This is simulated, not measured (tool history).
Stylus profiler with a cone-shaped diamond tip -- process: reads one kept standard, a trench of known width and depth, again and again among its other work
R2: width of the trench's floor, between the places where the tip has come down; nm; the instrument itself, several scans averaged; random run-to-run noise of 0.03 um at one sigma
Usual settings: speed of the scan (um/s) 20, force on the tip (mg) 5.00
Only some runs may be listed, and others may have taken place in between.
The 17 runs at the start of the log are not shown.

run 18 hour=302.6 | speed_of_the_scan_(um/s)=20 force_on_the_tip_(mg)=5.00 | depth_of_the_trench_(Å)=2044.0 R2=98010
run 19 hour=317.3 | speed_of_the_scan_(um/s)=20 force_on_the_tip_(mg)=5.00 | depth_of_the_trench_(Å)=2044.2 R2=98010
run 20 hour=333.0 | speed_of_the_scan_(um/s)=20 force_on_the_tip_(mg)=5.03 | depth_of_the_trench_(Å)=2042.6 R2=97950
run 21 hour=351.4 | speed_of_the_scan_(um/s)=36 force_on_the_tip_(mg)=6.79 | depth_of_the_trench_(Å)=2054.4 R2=97910
run 22 hour=365.6 | speed_of_the_scan_(um/s)=14 force_on_the_tip_(mg)=6.79 | depth_of_the_trench_(Å)=2054.5 R2=97990
run 23 hour=380.4 | speed_of_the_scan_(um/s)=22 force_on_the_tip_(mg)=3.75 | depth_of_the_trench_(Å)=2035.3 R2=97950
run 24 hour=393.8 | speed_of_the_scan_(um/s)=18 force_on_the_tip_(mg)=5.22 | depth_of_the_trench_(Å)=2045.7 R2=97970
run 25 hour=407.8 | speed_of_the_scan_(um/s)=9 force_on_the_tip_(mg)=1.89 | depth_of_the_trench_(Å)=2023.0 R2=98010
run 26 hour=424.4 | speed_of_the_scan_(um/s)=15 force_on_the_tip_(mg)=14.35 | depth_of_the_trench_(Å)=2089.6 R2=98040
run 27 hour=443.4 | speed_of_the_scan_(um/s)=14 force_on_the_tip_(mg)=14.67 | depth_of_the_trench_(Å)=2090.1 R2=97940
run 28 hour=463.3 | speed_of_the_scan_(um/s)=60 force_on_the_tip_(mg)=12.07 | depth_of_the_trench_(Å)=2080.9 R2=97850
run 29 hour=474.1 | speed_of_the_scan_(um/s)=25 force_on_the_tip_(mg)=1.81 | depth_of_the_trench_(Å)=2021.7 R2=97910
run 30 hour=485.1 | speed_of_the_scan_(um/s)=10 force_on_the_tip_(mg)=3.42 | depth_of_the_trench_(Å)=2035.1 R2=97990
run 31 hour=501.3 | speed_of_the_scan_(um/s)=10 force_on_the_tip_(mg)=3.42 | depth_of_the_trench_(Å)=2034.3 R2=97980
run 32 hour=516.2 | speed_of_the_scan_(um/s)=49 force_on_the_tip_(mg)=3.76 | depth_of_the_trench_(Å)=2036.2 R2=97820
run 33 hour=536.6 | speed_of_the_scan_(um/s)=35 force_on_the_tip_(mg)=12.18 | depth_of_the_trench_(Å)=2080.1 R2=97910
run 34 hour=555.9 | speed_of_the_scan_(um/s)=60 force_on_the_tip_(mg)=3.58 | depth_of_the_trench_(Å)=2034.8 R2=97720
run 35 hour=567.6 | speed_of_the_scan_(um/s)=47 force_on_the_tip_(mg)=9.85 | depth_of_the_trench_(Å)=2070.1 R2=97880
run 36 hour=588.9 | speed_of_the_scan_(um/s)=47 force_on_the_tip_(mg)=9.85 | depth_of_the_trench_(Å)=2068.3 R2=97890
run 37 hour=600.2 | speed_of_the_scan_(um/s)=16 force_on_the_tip_(mg)=2.43 | depth_of_the_trench_(Å)=2027.4 R2=97890
run 38 hour=612.3 | speed_of_the_scan_(um/s)=49 force_on_the_tip_(mg)=5.00 | depth_of_the_trench_(Å)=2043.2 R2=97810
run 39 hour=633.9 | speed_of_the_scan_(um/s)=80 force_on_the_tip_(mg)=5.00 | depth_of_the_trench_(Å)=2044.7 R2=97670

Branching from run 39: 5 alternative next runs. What would each branch give?
run A hour=643.7 | speed_of_the_scan_(um/s)=21 force_on_the_tip_(mg)=3.46 | depth_of_the_trench_(Å)=? R2=?
run B hour=643.7 | speed_of_the_scan_(um/s)=26 force_on_the_tip_(mg)=5.00 | depth_of_the_trench_(Å)=? R2=?
run C hour=643.7 | speed_of_the_scan_(um/s)=16 force_on_the_tip_(mg)=2.05 | depth_of_the_trench_(Å)=? R2=?
run D hour=643.7 | speed_of_the_scan_(um/s)=37 force_on_the_tip_(mg)=4.15 | depth_of_the_trench_(Å)=? R2=?
run E hour=643.7 | speed_of_the_scan_(um/s)=13 force_on_the_tip_(mg)=2.02 | depth_of_the_trench_(Å)=? R2=?

run=A depth_of_the_trench_(Å)=2034.5 R2=97920
run=B depth_of_the_trench_(Å)=2045.0 R2=97870
run=C depth_of_the_trench_(Å)=2023.0 R2=97960
run=D depth_of_the_trench_(Å)=2038.7 R2=97850
run=E depth_of_the_trench_(Å)=2024.6 R2=97950
Had the tool no hidden state, the same runs would have come out as:
run=A depth_of_the_trench_(Å)=2034.6 R2=97920
run=B depth_of_the_trench_(Å)=2045.1 R2=97870
run=C depth_of_the_trench_(Å)=2023.1 R2=97970
run=D depth_of_the_trench_(Å)=2038.8 R2=97860
run=E depth_of_the_trench_(Å)=2024.7 R2=97950
